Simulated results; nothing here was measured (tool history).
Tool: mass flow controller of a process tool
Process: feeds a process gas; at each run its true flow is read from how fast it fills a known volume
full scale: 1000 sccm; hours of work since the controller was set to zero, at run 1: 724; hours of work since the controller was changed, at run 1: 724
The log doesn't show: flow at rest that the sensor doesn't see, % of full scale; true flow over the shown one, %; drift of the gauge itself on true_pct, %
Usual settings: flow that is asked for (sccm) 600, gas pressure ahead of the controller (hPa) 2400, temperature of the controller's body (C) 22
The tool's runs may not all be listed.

run	hour	flow that is asked for (sccm)	gas pressure ahead of the controller (hPa)	temperature of the controller's body (C)	hours of work since the controller was set to zero	hours of work since the controller was changed	true flow (%)
1	0.0	600	2400	22	724	724	98.98
2	246.7	600	2400	22	827	827	99.16
3	461.9	600	2400	22	916	916	99.21
4	583.9	600	2400	22	967	967	99.28
5	757.6	600	2400	22	1039	1039	99.42
6	998.3	600	2400	22	1139	1139	99.47
7	1120.2	600	2400	22	1190	1190	99.56
8	1305.5	600	2400	22	1267	1267	99.63
9	1488.6	600	2100	22	1343	1343	99.80
10	1656.2	600	2100	22	1412	1412	99.78
11	1792.8	600	1410	22	1469	1469	99.96
12	1942.9	600	1410	22	1531	1531	100.08
13	2075.2	600	2400	32	1586	1586	100.88
14	2271.7	600	2400	22	1668	1668	100.02
15	2456.5	600	2400	22	1745	1745	100.21
16	2620.3	762	2550	40	1813	1813	101.98
17	2725.7	762	2550	40	1856	1856	102.08
18	2872.9	203	1420	28	1917	1917	100.54
19	3047.7	203	1420	28	1990	1990	100.65
20	3185.1	171	2400	21	2047	2047	99.82
21	3365.2	171	2400	21	2122	2122	99.85
22	3471.2	677	1460	38	2166	2166	102.21
23	3599.3	677	1460	38	2219	2219	102.34
24	3836.4	660	2400	27	2318	2318	101.42
25	3968.7	235	2400	33	2373	2373	101.20

Run 26 comes next. What will it give?
26	4137.1	600	2400	35	2443	2443	?

{"run 26": {"true flow (%)": 102.02}}
Without the tool's hidden state the same run would have given true flow (%) 100.11.

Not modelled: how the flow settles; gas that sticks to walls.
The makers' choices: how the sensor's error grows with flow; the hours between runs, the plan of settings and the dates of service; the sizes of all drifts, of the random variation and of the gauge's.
